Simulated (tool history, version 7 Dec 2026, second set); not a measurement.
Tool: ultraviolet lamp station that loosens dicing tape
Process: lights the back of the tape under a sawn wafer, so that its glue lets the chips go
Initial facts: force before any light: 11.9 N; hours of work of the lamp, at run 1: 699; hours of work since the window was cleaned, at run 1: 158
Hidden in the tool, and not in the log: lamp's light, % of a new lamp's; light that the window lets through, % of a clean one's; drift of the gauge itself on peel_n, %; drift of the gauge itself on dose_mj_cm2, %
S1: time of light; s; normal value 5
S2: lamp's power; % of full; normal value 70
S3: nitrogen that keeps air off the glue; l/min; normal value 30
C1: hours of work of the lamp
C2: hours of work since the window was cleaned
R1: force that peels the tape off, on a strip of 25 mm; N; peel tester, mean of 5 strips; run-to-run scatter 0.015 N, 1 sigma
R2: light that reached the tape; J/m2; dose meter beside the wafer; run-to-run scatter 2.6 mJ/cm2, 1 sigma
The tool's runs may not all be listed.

run 1 hour=0.0 | S1=5 S2=70 S3=30 | C1=699 C2=158 | R1=1.268 R2=2530
run 2 hour=41.5 | S1=5 S2=70 S3=30 | C1=725 C2=184 | R1=1.331 R2=2490
run 3 hour=69.9 | S1=5 S2=70 S3=30 | C1=742 C2=201 | R1=1.302 R2=2480
-- hour=95.5 window cleaned of glue's vapour
run 4 hour=113.2 | S1=5 S2=70 S3=30 | C1=768 C2=11 | R1=1.084 R2=2750
run 5 hour=137.0 | S1=5 S2=70 S3=30 | C1=783 C2=26 | R1=1.097 R2=2680
run 6 hour=173.9 | S1=5 S2=70 S3=30 | C1=806 C2=48 | R1=1.158 R2=2620
run 7 hour=200.4 | S1=5 S2=70 S3=30 | C1=822 C2=65 | R1=1.199 R2=2590
run 8 hour=223.4 | S1=5 S2=70 S3=30 | C1=836 C2=79 | R1=1.190 R2=2590
run 9 hour=261.1 | S1=5 S2=75 S3=30 | C1=860 C2=102 | R1=1.071 R2=2720
run 10 hour=304.3 | S1=5 S2=70 S3=30 | C1=886 C2=129 | R1=1.278 R2=2480
run 11 hour=324.6 | S1=5 S2=70 S3=30 | C1=899 C2=141 | R1=1.330 R2=2450
run 12 hour=365.7 | S1=5 S2=70 S3=30 | C1=924 C2=166 | R1=1.410 R2=2380
run 13 hour=388.7 | S1=5 S2=70 S3=30 | C1=938 C2=181 | R1=1.398 R2=2350
run 14 hour=433.5 | S1=3 S2=70 S3=30 | C1=966 C2=208 | R1=3.287 R2=1390
-- hour=447.6 window cleaned of glue's vapour
run 15 hour=455.1 | S1=3 S2=70 S3=30 | C1=979 C2=5 | R1=2.838 R2=1540
run 16 hour=476.3 | S1=3 S2=70 S3=30 | C1=992 C2=18 | R1=2.871 R2=1530
run 17 hour=522.5 | S1=3 S2=70 S3=30 | C1=1020 C2=46 | R1=2.815 R2=1510
run 18 hour=543.8 | S1=3 S2=70 S3=30 | C1=1033 C2=59 | R1=3.036 R2=1500
run 19 hour=565.3 | S1=3 S2=70 S3=30 | C1=1047 C2=73 | R1=3.011 R2=1460
run 20 hour=592.1 | S1=5 S2=70 S3=30 | C1=1063 C2=89 | R1=1.418 R2=2420
run 21 hour=627.2 | S1=5 S2=70 S3=30 | C1=1085 C2=111 | R1=1.403 R2=2380
run 22 hour=666.6 | S1=5 S2=69 S3=16 | C1=1109 C2=135 | R1=2.036 R2=2320
run 23 hour=689.7 | S1=3 S2=86 S3=30 | C1=1123 C2=149 | R1=2.585 R2=1700
run 24 hour=717.1 | S1=3 S2=86 S3=30 | C1=1140 C2=166 | R1=2.439 R2=1640
run 25 hour=746.0 | S1=9 S2=70 S3=13 | C1=1158 C2=184 | R1=0.784 R2=4100
run 26 hour=767.2 | S1=4 S2=70 S3=13 | C1=1171 C2=197 | R1=3.286 R2=1780
-- hour=798.9 window cleaned of glue's vapour
run 27 hour=806.3 | S1=3 S2=83 S3=25 | C1=1195 C2=5 | R1=2.611 R2=1800
run 28 hour=843.9 | S1=5 S2=70 S3=20 | C1=1218 C2=28 | R1=1.605 R2=2450
run 29 hour=883.3 | S1=3 S2=70 S3=16 | C1=1242 C2=52 | R1=3.987 R2=1420
run 30 hour=922.2 | S1=4 S2=70 S3=16 | C1=1266 C2=76 | R1=2.809 R2=1880
run 31 hour=966.2 | S1=4 S2=70 S3=16 | C1=1293 C2=103 | R1=2.825 R2=1850
run 32 hour=1002.7 | S1=3 S2=90 S3=22 | C1=1316 C2=125 | R1=2.782 R2=1690
run 33 hour=1039.3 | S1=2 S2=70 S3=30 | C1=1338 C2=148 | R1=5.221 R2=840
run 34 hour=1068.6 | S1=2 S2=90 S3=36 | C1=1356 C2=166 | R1=3.921 R2=1140
run 35 hour=1107.4 | S1=5 S2=70 S3=28 | C1=1380 C2=190 | R1=1.812 R2=2080
run 36 hour=1146.6 | S1=5 S2=70 S3=15 | C1=1404 C2=214 | R1=2.473 R2=2050
-- hour=1149.3 window cleaned of glue's vapour
run 37 hour=1176.0 | S1=5 S2=81 S3=50 | C1=1422 C2=16 | R1=0.871 R2=2720
run 38 hour=1209.0 | S1=5 S2=81 S3=50 | C1=1442 C2=37 | R1=0.942 R2=2620
run 39 hour=1252.6 | S1=5 S2=100 S3=35 | C1=1469 C2=64 | R1=0.730 R2=3180
run 40 hour=1272.6 | S1=5 S2=70 S3=50 | C1=1481 C2=76 | R1=1.317 R2=2150
run 41 hour=1307.1 | S1=5 S2=95 S3=27 | C1=1503 C2=97 | R1=1.029 R2=2910
run 42 hour=1331.0 | S1=3 S2=70 S3=47 | C1=1517 C2=112 | R1=3.242 R2=1260

What if the next run were any one of these 5? Each begins from the tool's condition after run 42:
run A hour=1375.3 | S1=5 S2=93 S3=49 | C1=1545 C2=139 | R1=? R2=?
run B hour=1375.3 | S1=6 S2=70 S3=47 | C1=1545 C2=139 | R1=? R2=?
run C hour=1375.3 | S1=5 S2=70 S3=35 | C1=1545 C2=139 | R1=? R2=?
run D hour=1375.3 | S1=4 S2=78 S3=29 | C1=1545 C2=139 | R1=? R2=?
run E hour=1375.3 | S1=3 S2=91 S3=13 | C1=1545 C2=139 | R1=? R2=?

run=A R1=0.840 R2=2740
run=B R1=1.043 R2=2480
run=C R1=1.648 R2=2080
run=D R1=2.130 R2=1850
run=E R1=3.578 R2=1610
Take away the tool's hidden state, keep each run's random variation, and the runs would have read:
run=A R1=0.354 R2=4310
run=B R1=0.412 R2=3910
run=C R1=0.666 R2=3270
run=D R1=0.922 R2=2900
run=E R1=1.882 R2=2550
